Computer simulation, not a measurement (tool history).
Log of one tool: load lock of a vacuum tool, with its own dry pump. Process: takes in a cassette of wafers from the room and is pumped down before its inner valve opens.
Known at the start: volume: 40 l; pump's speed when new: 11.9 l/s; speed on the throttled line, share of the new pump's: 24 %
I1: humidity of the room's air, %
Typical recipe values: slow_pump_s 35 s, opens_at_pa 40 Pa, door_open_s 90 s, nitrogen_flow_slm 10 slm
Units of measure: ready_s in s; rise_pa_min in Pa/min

Run 1, day 0: usual settings; I1 44.4. Result: ready_s 53.4 s, rise_pa_min 0.055 Pa/min.
Run 2, day 4.621: usual settings; I1 42.8. Result: ready_s 53 s, rise_pa_min 0.052 Pa/min.
Run 3, day 7.967: usual settings; I1 44.8. Result: ready_s 52.7 s, rise_pa_min 0.055 Pa/min.
Run 4, day 11.229: usual settings; I1 48.4. Result: ready_s 52.9 s, rise_pa_min 0.058 Pa/min.
Run 5, day 17.592: usual settings; I1 49.7. Result: ready_s 53.1 s, rise_pa_min 0.062 Pa/min.
Run 6, day 21.104: usual settings but slow_pump_s 59 s; I1 43.5. Result: ready_s 71.7 s, rise_pa_min 0.051 Pa/min.
Run 7, day 25.592: usual settings but opens_at_pa 31 Pa; I1 48.5. Result: ready_s 53.4 s, rise_pa_min 0.063 Pa/min.
Run 8, day 30.592: usual settings but nitrogen_flow_slm 7 slm; I1 48.1. Result: ready_s 53.2 s, rise_pa_min 0.065 Pa/min.
Run 9, day 35.521: usual settings but nitrogen_flow_slm 7 slm; I1 43. Result: ready_s 53.1 s, rise_pa_min 0.056 Pa/min.
Run 10, day 40.717: usual settings but nitrogen_flow_slm 5 slm; I1 45. Result: ready_s 53.1 s, rise_pa_min 0.067 Pa/min.
Run 11, day 46.05: usual settings but nitrogen_flow_slm 5 slm; I1 45.5. Result: ready_s 53 s, rise_pa_min 0.059 Pa/min.
Run 12, day 52.054: usual settings but nitrogen_flow_slm 5 slm; I1 43.3. Result: ready_s 52.8 s, rise_pa_min 0.061 Pa/min.
Run 13, day 55.496: usual settings but nitrogen_flow_slm 17 slm; I1 43.7. Result: ready_s 52.8 s, rise_pa_min 0.043 Pa/min.
Run 14, day 59.092: usual settings but nitrogen_flow_slm 17 slm; I1 45.4. Result: ready_s 53.2 s, rise_pa_min 0.054 Pa/min.
Run 15, day 62.067: usual settings but slow_pump_s 43 s; I1 41.7. Result: ready_s 59.2 s, rise_pa_min 0.058 Pa/min.
Run 16, day 66.242: usual settings but slow_pump_s 43 s, nitrogen_flow_slm 22 slm; I1 40.5. Result: ready_s 59.3 s, rise_pa_min 0.048 Pa/min.
Run 17, day 69.9: usual settings but slow_pump_s 20 s; I1 41.2. Result: ready_s 41.7 s, rise_pa_min 0.054 Pa/min.
Run 18, day 75.704: usual settings but slow_pump_s 20 s, opens_at_pa 35 Pa, door_open_s 39 s; I1 45.2. Result: ready_s 42.3 s, rise_pa_min 0.037 Pa/min.
Run 19, day 79.712: usual settings but slow_pump_s 38 s, opens_at_pa 35 Pa, door_open_s 41 s, nitrogen_flow_slm 4 slm; I1 46.1. Result: ready_s 56.3 s, rise_pa_min 0.046 Pa/min.
Run 20, day 84.762: usual settings but slow_pump_s 38 s, opens_at_pa 35 Pa, door_open_s 41 s, nitrogen_flow_slm 4 slm; I1 43.3. Result: ready_s 56 s, rise_pa_min 0.04 Pa/min.

The next listed run, before its measurement:
Run 21, day 87.417: usual settings but door_open_s 41 s, nitrogen_flow_slm 13 slm; I1 43.3. Result: ready_s ?, rise_pa_min ?.

ready_s: 53 s
rise_pa_min: 0.034 Pa/min
Without the tool's hidden state the same run would have given ready_s 53 s, rise_pa_min 0.034 Pa/min.

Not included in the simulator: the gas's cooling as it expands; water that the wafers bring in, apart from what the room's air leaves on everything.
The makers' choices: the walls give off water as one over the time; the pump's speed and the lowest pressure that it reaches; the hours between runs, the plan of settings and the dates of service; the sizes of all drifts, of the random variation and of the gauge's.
